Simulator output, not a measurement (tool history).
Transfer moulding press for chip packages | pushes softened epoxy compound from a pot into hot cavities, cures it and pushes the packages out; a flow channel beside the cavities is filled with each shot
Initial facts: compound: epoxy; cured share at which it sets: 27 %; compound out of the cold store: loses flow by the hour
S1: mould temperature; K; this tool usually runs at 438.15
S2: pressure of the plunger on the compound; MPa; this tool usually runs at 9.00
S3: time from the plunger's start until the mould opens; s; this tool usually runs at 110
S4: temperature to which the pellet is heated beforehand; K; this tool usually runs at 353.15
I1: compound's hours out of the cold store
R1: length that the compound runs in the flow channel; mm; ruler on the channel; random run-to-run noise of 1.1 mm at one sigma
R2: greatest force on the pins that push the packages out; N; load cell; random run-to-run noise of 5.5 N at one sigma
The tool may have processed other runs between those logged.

run   hour      S1     S2   S3      S4    I1   R1   R2
  1    0.0  438.15   9.00  110  353.15  13.9  771  196
       6.4  -- cavities cleaned with cleaning compound and waxed
  2   17.7  438.15   9.00  148  353.15  36.7  722  180
      46.6  -- cavities cleaned with cleaning compound and waxed
  3   49.3  438.15   9.00  110  353.15  19.1  759  187
  4   68.2  438.15   9.00  110  353.15  17.3  765  194
      82.9  -- plunger's sealing rings changed
  5   83.0  438.15   9.00  110  353.15  26.8  744  192
      89.8  -- cavities cleaned with cleaning compound and waxed
  6  108.6  438.15   9.00  127  353.15  26.2  744  173
     129.5  -- cavities cleaned with cleaning compound and waxed
  7  129.5  438.15   9.00  110  353.15  10.3  783  182
  8  150.9  438.15   9.00  110  353.15  28.5  740  187
     171.3  -- cavities cleaned with cleaning compound and waxed
  9  171.3  438.15   7.54  110  353.15  47.8  644  186
 10  188.8  436.15   7.54  110  353.15  45.8  652  190
     201.1  -- mould's thermocouples calibrated
     213.2  -- cavities cleaned with cleaning compound and waxed
 11  219.3  438.15   9.00  110  350.15  40.0  718  198
 12  246.5  438.15   9.00  110  350.15  35.0  727  197
     253.6  -- cavities cleaned with cleaning compound and waxed
 13  264.3  445.15   9.00  110  353.15  30.5  717  172
 14  285.5  445.15   9.00  110  353.15  10.1  760  173
     294.1  -- cavities cleaned with cleaning compound and waxed
 15  307.8  445.15   9.00  110  353.15  22.4  734  183
     321.5  -- plunger's sealing rings changed
 16  329.2  430.15   9.00  110  351.15  37.6  749  275
     338.1  -- cavities cleaned with cleaning compound and waxed
 17  343.9  430.15   9.66  110  349.15  36.3  778  262
 18  360.0  430.15   9.66  130  344.15  21.6  811  210
 19  374.8  430.15   9.66  130  344.15  44.2  762  209
     378.1  -- cavities cleaned with cleaning compound and waxed
 20  391.0  430.15   9.66  130  344.15  21.1  812  221
 21  409.1  430.15   9.66  130  344.15  24.8  802  214
     418.9  -- cavities cleaned with cleaning compound and waxed
 22  433.7  430.15   9.66  130  344.15  22.6  809  210
 23  454.9  430.15   8.71  130  344.15  24.6  762  218
     458.8  -- cavities cleaned with cleaning compound and waxed
 24  480.3  430.15   8.71  120  351.15  47.9  715  223
     499.3  -- cavities cleaned with cleaning compound and waxed
 25  508.5  430.15   8.71  120  351.15  28.9  753  227
 26  534.2  445.15  10.51  120  351.15  17.8  802  179
     539.0  -- cavities cleaned with cleaning compound and waxed
     557.5  -- plunger's sealing rings changed
 27  568.0  445.15  10.51  120  351.15  11.4  817  184

Here are 4 independent what-if runs from the current tool condition. What would each one return?
     580.7  -- cavities cleaned with cleaning compound and waxed
  A  585.1  432.15   7.18  120  363.15  20.0   ?   ?
     580.7  -- cavities cleaned with cleaning compound and waxed
  B  585.1  446.15   8.83  132  353.15  33.8   ?   ?
     580.7  -- cavities cleaned with cleaning compound and waxed
  C  585.1  446.15   9.59  110  353.15  24.4   ?   ?
     580.7  -- cavities cleaned with cleaning compound and waxed
  D  585.1  442.15  10.51  129  351.15  38.8   ?   ?

run   R1   R2
  A  694  196
  B  701  173
  C  752  178
  D  765  182
Take away the tool's hidden state, keep each run's random variation, and the runs would have read:
run   R1   R2
  A  694  195
  B  701  172
  C  753  177
  D  765  181

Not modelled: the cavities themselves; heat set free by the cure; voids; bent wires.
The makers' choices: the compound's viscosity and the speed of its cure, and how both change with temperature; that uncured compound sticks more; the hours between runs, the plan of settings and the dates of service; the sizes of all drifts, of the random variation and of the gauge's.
